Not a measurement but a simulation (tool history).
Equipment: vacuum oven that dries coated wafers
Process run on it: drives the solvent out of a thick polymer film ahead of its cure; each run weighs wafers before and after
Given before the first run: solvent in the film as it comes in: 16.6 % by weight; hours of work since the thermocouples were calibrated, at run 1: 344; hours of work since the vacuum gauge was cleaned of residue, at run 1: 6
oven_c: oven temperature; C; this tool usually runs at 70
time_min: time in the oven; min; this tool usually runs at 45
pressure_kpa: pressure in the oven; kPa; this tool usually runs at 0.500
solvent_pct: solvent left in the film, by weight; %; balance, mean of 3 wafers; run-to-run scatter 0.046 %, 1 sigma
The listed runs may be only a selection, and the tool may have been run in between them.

run	hour	oven_c	time_min	pressure_kpa	hours of work since the thermocouples were calibrated	hours of work since the vacuum gauge was cleaned of residue	solvent_pct
1	0.0	70	45	0.500	344	6	1.35
2	14.4	70	45	0.463	353	15	1.35
3	23.9	70	45	0.463	359	21	1.30
4	31.8	70	45	0.463	364	26	1.30
5	45.6	70	45	0.500	373	35	1.31
6	54.1	70	45	0.500	378	40	1.33
7	63.7	70	45	0.500	385	47	1.41
8	77.3	70	45	0.500	393	55	1.45
9	91.2	70	45	0.500	402	64	1.43
10	106.8	70	45	0.500	412	74	1.41
11	120.3	57	45	0.500	421	83	5.65
12	135.0	57	45	0.500	430	92	5.55
13	147.3	57	45	0.500	438	100	5.71
14	163.6	57	45	0.500	448	110	5.66
15	178.5	57	45	0.500	458	120	5.58
16	189.7	70	45	0.500	465	127	1.30
17	202.1	70	45	0.500	473	135	1.35
18	217.4	80	23	0.555	483	145	1.16
19	233.0	70	39	0.500	493	155	1.87
20	246.6	70	39	0.500	502	164	1.80

Forecast run 21:
21	262.9	70	39	0.416	512	174	?

Run 21 gave solvent_pct 1.73 %.
Take away the tool's hidden state, keep the run-to-run variation as it was, and the same run would have given solvent_pct 1.72 %.

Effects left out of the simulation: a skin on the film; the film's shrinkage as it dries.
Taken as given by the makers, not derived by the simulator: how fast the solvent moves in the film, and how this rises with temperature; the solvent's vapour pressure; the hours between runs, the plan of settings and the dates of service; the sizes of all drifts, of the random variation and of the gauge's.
